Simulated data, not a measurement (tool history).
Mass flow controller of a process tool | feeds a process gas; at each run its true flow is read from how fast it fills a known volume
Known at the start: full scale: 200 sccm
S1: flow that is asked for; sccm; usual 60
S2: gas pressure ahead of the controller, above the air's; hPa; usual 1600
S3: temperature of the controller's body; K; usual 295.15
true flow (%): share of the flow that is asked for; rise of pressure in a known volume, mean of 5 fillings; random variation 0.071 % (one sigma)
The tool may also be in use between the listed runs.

{"run": 1, "day": 0.0, "S1": 60, "S2": 1600, "S3": 295.15, "true flow (%)": 99.55}
{"run": 2, "day": 3.438, "S1": 60, "S2": 1600, "S3": 295.15, "true flow (%)": 99.6}
{"run": 3, "day": 6.033, "S1": 60, "S2": 1600, "S3": 295.15, "true flow (%)": 99.52}
{"run": 4, "day": 9.288, "S1": 60, "S2": 1600, "S3": 295.15, "true flow (%)": 99.48}
{"run": 5, "day": 12.192, "S1": 60, "S2": 1600, "S3": 296.15, "true flow (%)": 99.45}
{"run": 6, "day": 15.596, "S1": 60, "S2": 1600, "S3": 296.15, "true flow (%)": 99.26}
{"run": 7, "day": 18.55, "S1": 60, "S2": 1600, "S3": 296.15, "true flow (%)": 99.48}
{"run": 8, "day": 22.038, "S1": 60, "S2": 1600, "S3": 296.15, "true flow (%)": 99.37}
{"run": 9, "day": 25.346, "S1": 60, "S2": 1600, "S3": 296.15, "true flow (%)": 99.41}
{"run": 10, "day": 28.762, "S1": 60, "S2": 1600, "S3": 296.15, "true flow (%)": 99.45}
{"run": 11, "day": 31.6, "S1": 60, "S2": 1600, "S3": 296.15, "true flow (%)": 99.59}
{"run": 12, "day": 34.725, "S1": 60, "S2": 1600, "S3": 296.15, "true flow (%)": 99.43}
{"run": 13, "day": 37.933, "S1": 60, "S2": 1510, "S3": 295.15, "true flow (%)": 99.66}
{"run": 14, "day": 41.517, "S1": 60, "S2": 1600, "S3": 295.15, "true flow (%)": 99.53}
{"run": 15, "day": 43.879, "S1": 60, "S2": 1600, "S3": 295.15, "true flow (%)": 99.59}
{"run": 16, "day": 45.942, "S1": 60, "S2": 1600, "S3": 294.15, "true flow (%)": 99.65}
{"run": 17, "day": 49.379, "S1": 60, "S2": 1600, "S3": 294.15, "true flow (%)": 99.66}
{"run": 18, "day": 51.904, "S1": 60, "S2": 1600, "S3": 294.15, "true flow (%)": 99.62}
{"run": 19, "day": 54.35, "S1": 60, "S2": 1600, "S3": 295.15, "true flow (%)": 99.53}
{"run": 20, "day": 56.617, "S1": 29, "S2": 1700, "S3": 308.15, "true flow (%)": 97.99}

Run 21 comes next. What will it give?
{"run": 21, "day": 59.846, "S1": 29, "S2": 2670, "S3": 295.15, "true flow (%)": "?"}

Run 21 gave true flow (%) 99.94.
Without the tool's hidden state the same run would have given true flow (%) 99.95.

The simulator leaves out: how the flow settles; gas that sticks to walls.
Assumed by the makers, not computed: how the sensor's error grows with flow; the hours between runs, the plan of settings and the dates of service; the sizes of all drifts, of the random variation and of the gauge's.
